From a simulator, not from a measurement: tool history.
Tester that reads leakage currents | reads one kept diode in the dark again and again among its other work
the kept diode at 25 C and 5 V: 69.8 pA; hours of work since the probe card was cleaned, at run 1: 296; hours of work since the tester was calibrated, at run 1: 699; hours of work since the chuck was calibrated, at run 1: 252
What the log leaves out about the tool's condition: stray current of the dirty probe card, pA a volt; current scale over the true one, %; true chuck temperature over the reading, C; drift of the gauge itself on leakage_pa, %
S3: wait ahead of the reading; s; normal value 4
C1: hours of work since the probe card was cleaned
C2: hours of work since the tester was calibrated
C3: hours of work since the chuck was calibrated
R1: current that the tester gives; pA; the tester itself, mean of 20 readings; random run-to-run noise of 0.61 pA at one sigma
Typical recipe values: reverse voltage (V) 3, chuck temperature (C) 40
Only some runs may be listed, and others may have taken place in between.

{"run": 1, "hour": 0.0, "reverse voltage (V)": 3, "chuck temperature (C)": 40, "S3": 4, "C1": 296, "C2": 699, "C3": 252, "R1": 207.39}
{"run": 2, "hour": 43.3, "reverse voltage (V)": 3, "chuck temperature (C)": 40, "S3": 4, "C1": 328, "C2": 731, "C3": 283, "R1": 207.39}
{"run": 3, "hour": 84.4, "reverse voltage (V)": 3, "chuck temperature (C)": 40, "S3": 4, "C1": 358, "C2": 761, "C3": 314, "R1": 208.63}
{"run": 4, "hour": 121.7, "reverse voltage (V)": 3, "chuck temperature (C)": 40, "S3": 4, "C1": 385, "C2": 789, "C3": 341, "R1": 208.53}
{"run": 5, "hour": 156.5, "reverse voltage (V)": 3, "chuck temperature (C)": 40, "S3": 4, "C1": 411, "C2": 814, "C3": 367, "R1": 209.02}
{"run": 6, "hour": 203.8, "reverse voltage (V)": 3, "chuck temperature (C)": 40, "S3": 4, "C1": 445, "C2": 849, "C3": 401, "R1": 208.64}
{"run": 7, "hour": 240.5, "reverse voltage (V)": 1.05, "chuck temperature (C)": 40, "S3": 3.46, "C1": 472, "C2": 876, "C3": 428, "R1": 127.56}
{"run": 8, "hour": 266.1, "reverse voltage (V)": 1.05, "chuck temperature (C)": 40, "S3": 3.46, "C1": 491, "C2": 895, "C3": 447, "R1": 128.19}
{"run": 9, "hour": 307.8, "reverse voltage (V)": 14.83, "chuck temperature (C)": 34, "S3": 1.6, "C1": 522, "C2": 925, "C3": 478, "R1": 270.54}
{"run": 10, "hour": 359.3, "reverse voltage (V)": 14.83, "chuck temperature (C)": 21, "S3": 3.37, "C1": 560, "C2": 963, "C3": 516, "R1": 88.56}
{"run": 11, "hour": 402.6, "reverse voltage (V)": 8.86, "chuck temperature (C)": 24, "S3": 5.83, "C1": 592, "C2": 995, "C3": 548, "R1": 88.59}
{"run": 12, "hour": 447.9, "reverse voltage (V)": 19.01, "chuck temperature (C)": 56, "S3": 6.84, "C1": 625, "C2": 1028, "C3": 581, "R1": 1738.23}

Below are 4 alternative next runs, each starting from the tool's condition after run 12. Predict each:
{"run": "A", "hour": 471.7, "reverse voltage (V)": 19.01, "chuck temperature (C)": 56, "S3": 8.7, "C1": 642, "C2": 1046, "C3": 598, "R1": "?"}
{"run": "B", "hour": 471.7, "reverse voltage (V)": 19.78, "chuck temperature (C)": 34, "S3": 0.54, "C1": 642, "C2": 1046, "C3": 598, "R1": "?"}
{"run": "C", "hour": 471.7, "reverse voltage (V)": 10.57, "chuck temperature (C)": 40, "S3": 4, "C1": 642, "C2": 1046, "C3": 598, "R1": "?"}
{"run": "D", "hour": 471.7, "reverse voltage (V)": 19.01, "chuck temperature (C)": 24, "S3": 0.44, "C1": 642, "C2": 1046, "C3": 598, "R1": "?"}

run=A R1=1740.5
run=B R1=318.87
run=C R1=379.5
run=D R1=139.17
With no hidden state in the tool, these same runs would have given:
run=A R1=1683.99
run=B R1=303.13
run=C R1=364.55
run=D R1=129.32

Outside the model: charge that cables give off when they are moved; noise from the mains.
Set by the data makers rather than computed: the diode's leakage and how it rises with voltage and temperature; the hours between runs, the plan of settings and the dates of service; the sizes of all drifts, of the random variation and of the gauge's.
